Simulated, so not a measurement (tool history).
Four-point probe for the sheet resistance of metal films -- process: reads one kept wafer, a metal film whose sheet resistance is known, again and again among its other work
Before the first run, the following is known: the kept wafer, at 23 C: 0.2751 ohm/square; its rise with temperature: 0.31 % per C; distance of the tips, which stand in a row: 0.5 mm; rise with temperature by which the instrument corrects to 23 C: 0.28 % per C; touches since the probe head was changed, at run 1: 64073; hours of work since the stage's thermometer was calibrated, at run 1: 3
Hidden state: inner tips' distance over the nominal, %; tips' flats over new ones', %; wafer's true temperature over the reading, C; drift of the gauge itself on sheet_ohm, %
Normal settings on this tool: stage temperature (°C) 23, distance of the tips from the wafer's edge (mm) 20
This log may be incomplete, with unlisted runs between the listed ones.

| run | hour | stage temperature (°C) | distance of the tips from the wafer's edge (mm) | touches since the probe head was changed | hours of work since the stage's thermometer was calibrated | sheet resistance as the instrument gives it (ohm/square) |
|---|---|---|---|---|---|---|
| 1 | 0 | 23 | 20 | 64073 | 3 | 0.273243 |
| 2 | 47.5 | 23 | 9 | 66532 | 33 | 0.273586 |
| 3 | 98.8 | 23 | 9 | 69185 | 64 | 0.27345 |
|  | 103.3 | new probe head fitted |
| 4 | 136.4 | 32 | 20 | 1710 | 86 | 0.274426 |
| 5 | 162.8 | 23 | 20 | 3076 | 102 | 0.273631 |
| 6 | 213.4 | 23 | 20 | 5693 | 133 | 0.273452 |
| 7 | 245.5 | 23 | 20 | 7354 | 153 | 0.273389 |
| 8 | 281.5 | 23 | 20 | 9218 | 175 | 0.273287 |
| 9 | 327.7 | 23 | 20 | 11605 | 203 | 0.273226 |
| 10 | 370.2 | 23 | 20 | 13806 | 229 | 0.27303 |
| 11 | 393.4 | 23 | 20 | 15004 | 244 | 0.27293 |
| 12 | 440.7 | 23 | 24 | 17453 | 272 | 0.272781 |
| 13 | 478.3 | 20 | 20 | 19396 | 295 | 0.272443 |
| 14 | 518.3 | 27 | 20 | 21468 | 320 | 0.273037 |
| 15 | 553.5 | 27 | 20 | 23287 | 342 | 0.272866 |
|  | 558.6 | stage's thermometer calibrated |
| 16 | 587.9 | 27 | 20 | 25040 | 18 | 0.272725 |
| 17 | 617.9 | 27 | 20 | 26591 | 36 | 0.272535 |
| 18 | 642.9 | 26 | 20 | 27886 | 52 | 0.272585 |
|  | 673 | stage's thermometer calibrated, once more |
| 19 | 684.5 | 26 | 20 | 30012 | 7 | 0.272307 |
| 20 | 730.8 | 26 | 20 | 32408 | 35 | 0.272114 |
| 21 | 755.2 | 23 | 11 | 33668 | 50 | 0.272036 |
| 22 | 789.6 | 35 | 11 | 35446 | 71 | 0.272982 |
| 23 | 836.2 | 25 | 20 | 37856 | 100 | 0.271754 |
| 24 | 878.9 | 27 | 8 | 40066 | 126 | 0.272349 |
| 25 | 924.8 | 32 | 7 | 42442 | 154 | 0.27284 |
| 26 | 953.9 | 32 | 5 | 43947 | 172 | 0.273509 |
| 27 | 980.7 | 32 | 5 | 45335 | 188 | 0.273358 |
| 28 | 1017.1 | 29 | 3 | 47217 | 210 | 0.275544 |
| 29 | 1070.2 | 29 | 72 | 49962 | 243 | 0.271315 |
| 30 | 1114 | 29 | 72 | 52230 | 270 | 0.271267 |
| 31 | 1161.3 | 20 | 72 | 54675 | 299 | 0.270434 |
| 32 | 1199.5 | 22 | 3 | 56653 | 322 | 0.274451 |
| 33 | 1247.7 | 25 | 5 | 59145 | 352 | 0.272007 |
| 34 | 1301.8 | 19 | 6 | 61942 | 385 | 0.270936 |
| 35 | 1334.8 | 19 | 20 | 63649 | 405 | 0.270009 |
| 36 | 1387.7 | 19 | 20 | 66385 | 437 | 0.269786 |
| 37 | 1410 | 30 | 75 | 67541 | 451 | 0.270629 |
|  | 1446.8 | new probe head fitted |
| 38 | 1464.9 | 30 | 75 | 935 | 484 | 0.275783 |
| 39 | 1514.3 | 30 | 75 | 3490 | 514 | 0.275631 |
| 40 | 1541 | 30 | 75 | 4870 | 530 | 0.275527 |
| 41 | 1570.3 | 21 | 20 | 6389 | 548 | 0.274807 |
| 42 | 1597.8 | 29 | 13 | 7811 | 565 | 0.275407 |
| 43 | 1631.7 | 29 | 8 | 9562 | 586 | 0.275729 |
| 44 | 1664.7 | 23 | 19 | 11270 | 606 | 0.274621 |
| 45 | 1697.8 | 23 | 19 | 12981 | 626 | 0.274549 |

Each row is a separate what-if for the run after 45, all from the same tool condition, not one after another. Results?
| A | 1745.5 | 25 | 20 | 15451 | 656 | ? |
| B | 1745.5 | 33 | 19 | 15451 | 656 | ? |
| C | 1745.5 | 33 | 8 | 15451 | 656 | ? |

| run | sheet resistance as the instrument gives it (ohm/square) |
|---|---|
| A | 0.27468 |
| B | 0.275335 |
| C | 0.275779 |
What these runs would have given with no unlogged condition in the tool:
| run | sheet resistance as the instrument gives it (ohm/square) |
|---|---|
| A | 0.275421 |
| B | 0.276079 |
| C | 0.276524 |

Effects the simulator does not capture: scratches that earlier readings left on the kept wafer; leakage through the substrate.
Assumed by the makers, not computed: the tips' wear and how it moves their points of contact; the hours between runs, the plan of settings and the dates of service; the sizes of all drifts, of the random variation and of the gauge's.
